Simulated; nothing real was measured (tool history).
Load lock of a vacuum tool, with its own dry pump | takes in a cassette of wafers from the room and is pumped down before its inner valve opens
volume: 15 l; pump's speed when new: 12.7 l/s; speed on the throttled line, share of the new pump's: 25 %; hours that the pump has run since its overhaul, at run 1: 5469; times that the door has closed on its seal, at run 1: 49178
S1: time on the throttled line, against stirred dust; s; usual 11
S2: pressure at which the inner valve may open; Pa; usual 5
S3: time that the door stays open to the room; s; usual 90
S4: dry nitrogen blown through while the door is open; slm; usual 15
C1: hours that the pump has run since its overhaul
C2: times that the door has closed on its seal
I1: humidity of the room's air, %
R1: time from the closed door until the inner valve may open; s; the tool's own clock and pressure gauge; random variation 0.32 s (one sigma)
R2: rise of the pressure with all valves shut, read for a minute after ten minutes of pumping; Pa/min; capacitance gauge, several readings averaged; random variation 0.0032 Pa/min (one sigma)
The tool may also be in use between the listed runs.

Run 1, day 0: usual settings; C1 5469; C2 49178; I1 42.8. Result: R1 19.5 s, R2 0.116 Pa/min.
Run 2, day 15.371: usual settings; C1 5837; C2 51008; I1 48.9. Result: R1 20.6 s, R2 0.132 Pa/min.
Run 3, day 34.842: usual settings but S3 75 s; C1 6305; C2 53325; I1 45.8. Result: R1 20.3 s, R2 0.108 Pa/min.
Run 4, day 45.25: usual settings but S3 75 s, S4 44 slm; C1 6555; C2 54565; I1 47.9. Result: R1 20 s, R2 0.075 Pa/min.
At day 57.442: door's seal changed, seat wiped.
Run 5, day 67.083: usual settings but S3 75 s, S4 44 slm; C1 7077; C2 1147; I1 44.3. Result: R1 20 s, R2 0.071 Pa/min.
Run 6, day 82.171: usual settings; C1 7439; C2 2943; I1 42.7. Result: R1 19.3 s, R2 0.115 Pa/min.
Run 7, day 102.392: usual settings but S2 9 Pa; C1 7924; C2 5350; I1 46.2. Result: R1 18.7 s, R2 0.127 Pa/min.
Run 8, day 122.842: usual settings but S2 9 Pa; C1 8415; C2 7784; I1 47.4. Result: R1 19.6 s, R2 0.121 Pa/min.
Run 9, day 143.538: usual settings but S2 9 Pa; C1 8912; C2 10248; I1 45.1. Result: R1 19.2 s, R2 0.118 Pa/min.
Run 10, day 167.296: usual settings; C1 9482; C2 13076; I1 46.4. Result: R1 20.6 s, R2 0.12 Pa/min.
Run 11, day 177.883: usual settings; C1 9736; C2 14337; I1 47.2. Result: R1 19.9 s, R2 0.118 Pa/min.
Run 12, day 197.846: usual settings; C1 10215; C2 16713; I1 43.1. Result: R1 20.1 s, R2 0.12 Pa/min.
Run 13, day 211.654: usual settings; C1 10547; C2 18357; I1 47.8. Result: R1 19.6 s, R2 0.133 Pa/min.
Run 14, day 235.45: usual settings but S1 15 s, S2 8 Pa, S3 57 s, S4 11 slm; C1 11118; C2 21189; I1 44.2. Result: R1 22.2 s, R2 0.094 Pa/min.
Run 15, day 259.408: usual settings but S4 5 slm; C1 11693; C2 24041; I1 44.4. Result: R1 20.2 s, R2 0.14 Pa/min.
Run 16, day 280.083: usual settings but S4 5 slm; C1 12189; C2 26502; I1 44.9. Result: R1 19.9 s, R2 0.151 Pa/min.
Run 17, day 304.283: usual settings but S4 5 slm; C1 12770; C2 29383; I1 44.2. Result: R1 20.3 s, R2 0.136 Pa/min.
Run 18, day 324.158: usual settings but S4 11 slm; C1 13247; C2 31749; I1 44.5. Result: R1 20 s, R2 0.124 Pa/min.
Run 19, day 342.108: usual settings but S2 9 Pa, S3 47 s, S4 11 slm; C1 13678; C2 33886; I1 46.1. Result: R1 19.1 s, R2 0.079 Pa/min.
Run 20, day 359.096: usual settings but S2 4 Pa; C1 14085; C2 35908; I1 43. Result: R1 20.3 s, R2 0.115 Pa/min.
Run 21, day 375.312: usual settings but S1 10 s, S3 51 s; C1 14475; C2 37838; I1 46.6. Result: R1 19.2 s, R2 0.08 Pa/min.
Run 22, day 396.521: usual settings but S1 10 s, S3 44 s; C1 14984; C2 40363; I1 43.5. Result: R1 19.3 s, R2 0.064 Pa/min.
Run 23, day 415.162: usual settings but S1 10 s, S3 44 s, S4 6 slm; C1 15431; C2 42582; I1 45.7. Result: R1 19.7 s, R2 0.09 Pa/min.
Run 24, day 424.983: usual settings but S4 13 slm; C1 15667; C2 43751; I1 45.3. Result: R1 19.9 s, R2 0.124 Pa/min.
Run 25, day 445.5: usual settings but S1 19 s, S3 202 s, S4 8 slm; C1 16159; C2 46193; I1 43. Result: R1 25.8 s, R2 0.239 Pa/min.
Run 26, day 459.433: usual settings but S3 42 s; C1 16493; C2 47851; I1 43.1. Result: R1 20.2 s, R2 0.068 Pa/min.

How the hidden state differs across the entries between the runs, from the last listed run before each to the first after it:
Between runs 4 and 5: door's seal changed, seat wiped (day 57.442)
  leak at the door's seal, Pa l/s: 0.0026 -> 0.002
